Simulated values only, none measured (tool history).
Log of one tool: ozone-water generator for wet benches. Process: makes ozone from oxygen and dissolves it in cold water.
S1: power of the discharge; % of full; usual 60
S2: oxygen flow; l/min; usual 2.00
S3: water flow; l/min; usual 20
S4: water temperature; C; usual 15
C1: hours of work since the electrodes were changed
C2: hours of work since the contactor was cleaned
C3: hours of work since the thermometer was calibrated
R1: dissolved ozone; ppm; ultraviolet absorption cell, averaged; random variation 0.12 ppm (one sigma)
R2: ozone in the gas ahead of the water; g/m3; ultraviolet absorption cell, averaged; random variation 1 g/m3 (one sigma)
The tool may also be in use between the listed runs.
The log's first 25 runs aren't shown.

| run | hour | S1 | S2 | S3 | S4 | C1 | C2 | C3 | R1 | R2 |
|---|---|---|---|---|---|---|---|---|---|---|
| 26 | 2425.8 | 54 | 2.66 | 17 | 18 | 4772 | 8402 | 787 | 11.8 | 130.5 |
| 27 | 2517.9 | 54 | 2.66 | 17 | 18 | 4833 | 8463 | 849 | 11.6 | 130.5 |
| 28 | 2595.0 | 54 | 2.66 | 17 | 18 | 4885 | 8515 | 900 | 11.8 | 128.6 |
| 29 | 2728.7 | 55 | 2.30 | 15 | 7 | 4974 | 8604 | 989 | 14.2 | 146.8 |
| 30 | 2847.5 | 55 | 2.30 | 14 | 9 | 5053 | 8683 | 1069 | 15.3 | 145.0 |
| 31 | 2927.3 | 61 | 1.41 | 14 | 9 | 5107 | 8737 | 1122 | 15.2 | 214.0 |
| 32 | 3022.4 | 60 | 2.00 | 32 | 7 | 5170 | 8800 | 1185 | 7.3 | 170.3 |
| 33 | 3087.3 | 60 | 2.00 | 32 | 7 | 5213 | 8843 | 1229 | 7.1 | 168.8 |
|  | 3138.4 | contactor cleaned |
| 34 | 3188.8 | 60 | 2.00 | 20 | 7 | 5279 | 34 | 1294 | 11.7 | 170.3 |

3 ways to go on from here, each from the tool as it stands after run 34. What would each give?
| A | 3331.4 | 66 | 1.66 | 20 | 7 | 5374 | 129 | 1389 | ? | ? |
| B | 3331.4 | 99 | 1.51 | 20 | 16 | 5374 | 129 | 1389 | ? | ? |
| C | 3331.4 | 44 | 2.00 | 24 | 9 | 5374 | 129 | 1389 | ? | ? |

| run | R1 | R2 |
|---|---|---|
| A | 12.0 | 205.2 |
| B | 16.0 | 304.6 |
| C | 7.4 | 131.3 |
Without the tool's hidden state the same runs would have given:
| run | R1 | R2 |
|---|---|---|
| A | 12.0 | 211.2 |
| B | 16.1 | 313.9 |
| C | 7.4 | 135.1 |

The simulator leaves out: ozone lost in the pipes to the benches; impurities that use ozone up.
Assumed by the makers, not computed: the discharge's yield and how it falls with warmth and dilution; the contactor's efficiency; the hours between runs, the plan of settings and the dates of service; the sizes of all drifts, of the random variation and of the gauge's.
